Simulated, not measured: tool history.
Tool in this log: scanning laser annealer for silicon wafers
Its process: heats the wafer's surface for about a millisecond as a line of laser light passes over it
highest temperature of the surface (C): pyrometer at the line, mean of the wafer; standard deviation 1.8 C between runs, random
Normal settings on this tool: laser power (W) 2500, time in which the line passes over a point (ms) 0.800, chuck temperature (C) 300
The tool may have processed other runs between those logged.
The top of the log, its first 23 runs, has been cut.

| run | hour | laser power (W) | time in which the line passes over a point (ms) | chuck temperature (C) | highest temperature of the surface (C) |
|---|---|---|---|---|---|
| 24 | 161.3 | 2500 | 0.700 | 300 | 990 |
| 25 | 165.7 | 2500 | 0.700 | 300 | 988 |
| 26 | 173.9 | 2292 | 0.577 | 317 | 883 |
| 27 | 178.6 | 2636 | 0.586 | 300 | 967 |
|  | 182.1 | laser's power meter calibrated |
| 28 | 187.2 | 2341 | 0.826 | 309 | 1004 |
| 29 | 196.0 | 2129 | 0.800 | 340 | 959 |
| 30 | 201.4 | 2129 | 0.800 | 340 | 954 |
| 31 | 209.1 | 2572 | 0.800 | 319 | 1073 |
| 32 | 216.6 | 2361 | 0.800 | 338 | 1026 |
|  | 220.9 | laser's power meter calibrated, once more |
| 33 | 225.6 | 2361 | 0.800 | 338 | 1025 |
| 34 | 233.9 | 2334 | 0.800 | 315 | 991 |
| 35 | 239.5 | 2500 | 0.800 | 292 | 1024 |
| 36 | 245.0 | 2500 | 0.589 | 292 | 917 |
| 37 | 253.6 | 2500 | 0.815 | 339 | 1076 |
| 38 | 258.8 | 2500 | 0.815 | 339 | 1077 |
| 39 | 266.3 | 2158 | 0.921 | 298 | 962 |
| 40 | 276.2 | 2500 | 0.800 | 281 | 1009 |

Each row is a separate what-if for the run after 40, all from the same tool condition, not one after another. Results?
| A | 283.7 | 2275 | 0.732 | 337 | ? |
| B | 283.7 | 2595 | 0.800 | 281 | ? |
| C | 283.7 | 2408 | 0.869 | 274 | ? |

| run | highest temperature of the surface (C) |
|---|---|
| A | 966 |
| B | 1042 |
| C | 1005 |
With the hidden condition removed and each run's random variation left untouched, the same runs would have given:
| run | highest temperature of the surface (C) |
|---|---|
| A | 982 |
| B | 1062 |
| C | 1024 |
